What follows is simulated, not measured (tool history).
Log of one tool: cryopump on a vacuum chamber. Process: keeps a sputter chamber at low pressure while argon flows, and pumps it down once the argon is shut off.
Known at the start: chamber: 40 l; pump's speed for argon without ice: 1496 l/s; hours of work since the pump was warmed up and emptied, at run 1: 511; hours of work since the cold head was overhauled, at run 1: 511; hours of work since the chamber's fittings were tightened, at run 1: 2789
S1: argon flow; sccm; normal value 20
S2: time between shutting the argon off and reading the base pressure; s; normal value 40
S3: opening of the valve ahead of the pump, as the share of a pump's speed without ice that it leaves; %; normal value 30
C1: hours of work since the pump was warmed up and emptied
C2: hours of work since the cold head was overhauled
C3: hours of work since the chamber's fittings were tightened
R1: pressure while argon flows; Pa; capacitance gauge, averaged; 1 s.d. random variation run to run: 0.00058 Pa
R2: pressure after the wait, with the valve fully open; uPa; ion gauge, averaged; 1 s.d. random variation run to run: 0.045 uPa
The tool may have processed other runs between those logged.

{"run": 1, "hour": 0.0, "S1": 20, "S2": 40, "S3": 30, "C1": 511, "C2": 511, "C3": 2789, "R1": 0.0826, "R2": 4.18}
{"run": 2, "hour": 14.7, "S1": 20, "S2": 40, "S3": 30, "C1": 523, "C2": 523, "C3": 2802, "R1": 0.0831, "R2": 4.21}
{"run": 3, "hour": 27.0, "S1": 20, "S2": 40, "S3": 58, "C1": 534, "C2": 534, "C3": 2813, "R1": 0.0482, "R2": 4.18}
{"run": 4, "hour": 37.5, "S1": 20, "S2": 40, "S3": 58, "C1": 543, "C2": 543, "C3": 2822, "R1": 0.0472, "R2": 4.07}
{"run": 5, "hour": 50.6, "S1": 20, "S2": 40, "S3": 30, "C1": 555, "C2": 555, "C3": 2833, "R1": 0.0834, "R2": 4.22}
{"run": 6, "hour": 58.9, "S1": 20, "S2": 140, "S3": 30, "C1": 562, "C2": 562, "C3": 2841, "R1": 0.0849, "R2": 2.49}
{"run": 7, "hour": 73.7, "S1": 20, "S2": 140, "S3": 30, "C1": 575, "C2": 575, "C3": 2853, "R1": 0.0845, "R2": 2.51}
{"run": 8, "hour": 83.0, "S1": 27, "S2": 140, "S3": 30, "C1": 583, "C2": 583, "C3": 2862, "R1": 0.115, "R2": 2.48}
{"run": 9, "hour": 97.5, "S1": 27, "S2": 123, "S3": 48, "C1": 596, "C2": 596, "C3": 2874, "R1": 0.0765, "R2": 2.63}
{"run": 10, "hour": 110.2, "S1": 20, "S2": 40, "S3": 51, "C1": 607, "C2": 607, "C3": 2885, "R1": 0.0544, "R2": 4.39}
{"run": 11, "hour": 118.1, "S1": 20, "S2": 40, "S3": 51, "C1": 614, "C2": 614, "C3": 2892, "R1": 0.055, "R2": 4.33}
{"run": 12, "hour": 127.6, "S1": 20, "S2": 40, "S3": 51, "C1": 622, "C2": 622, "C3": 2900, "R1": 0.0552, "R2": 4.37}
{"run": 13, "hour": 134.3, "S1": 20, "S2": 40, "S3": 51, "C1": 628, "C2": 628, "C3": 2906, "R1": 0.055, "R2": 4.44}
{"run": 14, "hour": 145.2, "S1": 27, "S2": 40, "S3": 34, "C1": 637, "C2": 637, "C3": 2916, "R1": 0.1031, "R2": 4.25}
{"run": 15, "hour": 159.5, "S1": 20, "S2": 40, "S3": 36, "C1": 650, "C2": 650, "C3": 2928, "R1": 0.0736, "R2": 4.45}
{"hour": 167.0, "done": "pump warmed up, emptied and cooled again"}
{"run": 16, "hour": 180.1, "S1": 20, "S2": 40, "S3": 29, "C1": 11, "C2": 663, "C3": 2942, "R1": 0.078, "R2": 3.88}

Here are 5 independent what-if runs from the current tool condition. What would each one return?
{"run": "A", "hour": 191.8, "S1": 38, "S2": 33, "S3": 40, "C1": 22, "C2": 674, "C3": 2952, "R1": "?", "R2": "?"}
{"run": "B", "hour": 191.8, "S1": 20, "S2": 214, "S3": 29, "C1": 22, "C2": 674, "C3": 2952, "R1": "?", "R2": "?"}
{"run": "C", "hour": 191.8, "S1": 11, "S2": 34, "S3": 39, "C1": 22, "C2": 674, "C3": 2952, "R1": "?", "R2": "?"}
{"run": "D", "hour": 191.8, "S1": 20, "S2": 60, "S3": 30, "C1": 22, "C2": 674, "C3": 2952, "R1": "?", "R2": "?"}
{"run": "E", "hour": 191.8, "S1": 20, "S2": 40, "S3": 50, "C1": 22, "C2": 674, "C3": 2952, "R1": "?", "R2": "?"}

run=A R1=0.1094 R2=4.24
run=B R1=0.0779 R2=1.78
run=C R1=0.0324 R2=4.22
run=D R1=0.0762 R2=3.03
run=E R1=0.0456 R2=3.85
What these runs would have given with no unlogged condition in the tool:
run=A R1=0.1085 R2=3.15
run=B R1=0.0775 R2=0.66
run=C R1=0.0322 R2=3.12
run=D R1=0.0758 R2=1.91
run=E R1=0.0451 R2=2.74

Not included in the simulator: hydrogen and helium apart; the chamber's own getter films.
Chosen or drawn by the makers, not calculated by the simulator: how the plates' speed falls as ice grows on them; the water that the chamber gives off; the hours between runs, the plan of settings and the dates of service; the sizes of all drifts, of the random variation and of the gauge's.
